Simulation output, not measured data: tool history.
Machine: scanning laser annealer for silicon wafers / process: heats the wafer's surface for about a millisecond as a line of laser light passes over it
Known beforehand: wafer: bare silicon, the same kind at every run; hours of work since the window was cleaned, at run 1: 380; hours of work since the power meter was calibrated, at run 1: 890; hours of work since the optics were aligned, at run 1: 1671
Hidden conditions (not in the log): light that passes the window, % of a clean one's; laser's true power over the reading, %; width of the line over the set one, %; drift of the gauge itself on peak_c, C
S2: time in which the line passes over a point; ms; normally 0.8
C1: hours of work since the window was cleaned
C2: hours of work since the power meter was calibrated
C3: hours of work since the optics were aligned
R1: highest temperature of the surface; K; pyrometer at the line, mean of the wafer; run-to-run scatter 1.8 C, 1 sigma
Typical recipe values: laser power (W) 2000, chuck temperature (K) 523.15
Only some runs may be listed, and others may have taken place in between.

run 1 hour=0 | laser_power_(W)=2000 S2=0.8 chuck_temperature_(K)=523.15 | C1=380 C2=890 C3=1671 | R1=1224.15
run 2 hour=88.6 | laser_power_(W)=2000 S2=0.8 chuck_temperature_(K)=523.15 | C1=423 C2=933 C3=1715 | R1=1224.15
run 3 hour=129 | laser_power_(W)=2000 S2=0.8 chuck_temperature_(K)=523.15 | C1=443 C2=953 C3=1734 | R1=1226.15
run 4 hour=198.5 | laser_power_(W)=2000 S2=0.8 chuck_temperature_(K)=541.15 | C1=477 C2=987 C3=1768 | R1=1241.15
run 5 hour=279.3 | laser_power_(W)=2000 S2=0.8 chuck_temperature_(K)=541.15 | C1=517 C2=1027 C3=1808 | R1=1240.15
run 6 hour=352 | laser_power_(W)=2000 S2=0.8 chuck_temperature_(K)=533.15 | C1=552 C2=1062 C3=1844 | R1=1234.15
run 7 hour=398 | laser_power_(W)=2000 S2=0.8 chuck_temperature_(K)=494.15 | C1=575 C2=1085 C3=1866 | R1=1194.15
run 8 hour=452.4 | laser_power_(W)=2000 S2=0.8 chuck_temperature_(K)=523.15 | C1=602 C2=1112 C3=1893 | R1=1224.15
-- hour=534.1 optics aligned, line set to its width
run 9 hour=542.3 | laser_power_(W)=2000 S2=0.8 chuck_temperature_(K)=523.15 | C1=643 C2=1153 C3=4 | R1=1226.15
run 10 hour=628.4 | laser_power_(W)=2000 S2=0.8 chuck_temperature_(K)=523.15 | C1=685 C2=1196 C3=46 | R1=1226.15
run 11 hour=716.8 | laser_power_(W)=2000 S2=0.8 chuck_temperature_(K)=523.15 | C1=729 C2=1239 C3=90 | R1=1226.15
run 12 hour=757.9 | laser_power_(W)=2000 S2=0.8 chuck_temperature_(K)=523.15 | C1=749 C2=1259 C3=110 | R1=1224.15
run 13 hour=823.3 | laser_power_(W)=2053 S2=0.733 chuck_temperature_(K)=538.15 | C1=781 C2=1291 C3=142 | R1=1227.15
run 14 hour=909.6 | laser_power_(W)=1824 S2=0.8 chuck_temperature_(K)=523.15 | C1=823 C2=1333 C3=184 | R1=1160.15
run 15 hour=993.8 | laser_power_(W)=1824 S2=0.8 chuck_temperature_(K)=523.15 | C1=864 C2=1375 C3=225 | R1=1157.15
run 16 hour=1055.8 | laser_power_(W)=1987 S2=0.574 chuck_temperature_(K)=523.15 | C1=895 C2=1405 C3=256 | R1=1110.15
-- hour=1064.4 window over the wafer cleaned
run 17 hour=1125.8 | laser_power_(W)=1912 S2=0.901 chuck_temperature_(K)=539.15 | C1=30 C2=1438 C3=289 | R1=1250.15
run 18 hour=1183.5 | laser_power_(W)=1912 S2=0.635 chuck_temperature_(K)=536.15 | C1=58 C2=1467 C3=317 | R1=1134.15
run 19 hour=1238.1 | laser_power_(W)=1912 S2=0.635 chuck_temperature_(K)=536.15 | C1=85 C2=1493 C3=344 | R1=1131.15
run 20 hour=1294.5 | laser_power_(W)=1942 S2=0.705 chuck_temperature_(K)=508.15 | C1=113 C2=1521 C3=372 | R1=1149.15
run 21 hour=1389.1 | laser_power_(W)=1942 S2=0.705 chuck_temperature_(K)=508.15 | C1=159 C2=1567 C3=418 | R1=1146.15
run 22 hour=1451 | laser_power_(W)=1715 S2=0.78 chuck_temperature_(K)=507.15 | C1=190 C2=1598 C3=449 | R1=1094.15

Alternative continuations, all from the tool just after run 22; predict every row:
run A hour=1528.7 | laser_power_(W)=2052 S2=0.775 chuck_temperature_(K)=551.15 | C1=228 C2=1636 C3=487 | R1=?
run B hour=1528.7 | laser_power_(W)=2000 S2=0.615 chuck_temperature_(K)=551.15 | C1=228 C2=1636 C3=487 | R1=?
run C hour=1528.7 | laser_power_(W)=2069 S2=0.569 chuck_temperature_(K)=536.15 | C1=228 C2=1636 C3=487 | R1=?
run D hour=1528.7 | laser_power_(W)=1754 S2=0.605 chuck_temperature_(K)=542.15 | C1=228 C2=1636 C3=487 | R1=?
run E hour=1528.7 | laser_power_(W)=1715 S2=0.992 chuck_temperature_(K)=509.15 | C1=228 C2=1636 C3=487 | R1=?

run=A R1=1258.15
run=B R1=1166.15
run=C R1=1149.15
run=D R1=1073.15
run=E R1=1171.15
Stripped of hidden state, with their random variation kept, the same runs would have yielded:
run=A R1=1258.15
run=B R1=1166.15
run=C R1=1149.15
run=D R1=1073.15
run=E R1=1171.15
